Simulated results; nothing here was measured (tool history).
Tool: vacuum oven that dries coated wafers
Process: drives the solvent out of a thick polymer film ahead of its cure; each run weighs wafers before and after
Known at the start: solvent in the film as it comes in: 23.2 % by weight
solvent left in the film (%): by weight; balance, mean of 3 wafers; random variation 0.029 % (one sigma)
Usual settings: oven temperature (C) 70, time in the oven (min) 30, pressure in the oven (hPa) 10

Run 1, hour 0: usual settings. Result: solvent left in the film (%) 1.4.
Run 2, hour 50.7: usual settings. Result: solvent left in the film (%) 1.38.
Run 3, hour 126: usual settings but oven temperature (C) 58. Result: solvent left in the film (%) 4.89.
Run 4, hour 188.7: usual settings. Result: solvent left in the film (%) 1.46.
Run 5, hour 244.1: usual settings. Result: solvent left in the film (%) 1.44.
At hour 250.3: vacuum gauge cleaned of residue and calibrated.
Run 6, hour 353.4: usual settings but oven temperature (C) 69, time in the oven (min) 32, pressure in the oven (hPa) 10.7. Result: solvent left in the film (%) 1.5.
Run 7, hour 426.8: usual settings but oven temperature (C) 62, pressure in the oven (hPa) 7.6. Result: solvent left in the film (%) 3.2.
Run 8, hour 481.6: usual settings but oven temperature (C) 62, pressure in the oven (hPa) 7.6. Result: solvent left in the film (%) 3.17.

Forecast run 9:
Run 9, hour 555.1: usual settings but oven temperature (C) 62, time in the oven (min) 23, pressure in the oven (hPa) 13.2. Result: solvent left in the film (%) ?.

Run 9 gave solvent left in the film (%) 5.03.
Without the tool's hidden state the same run would have given solvent left in the film (%) 5.82.
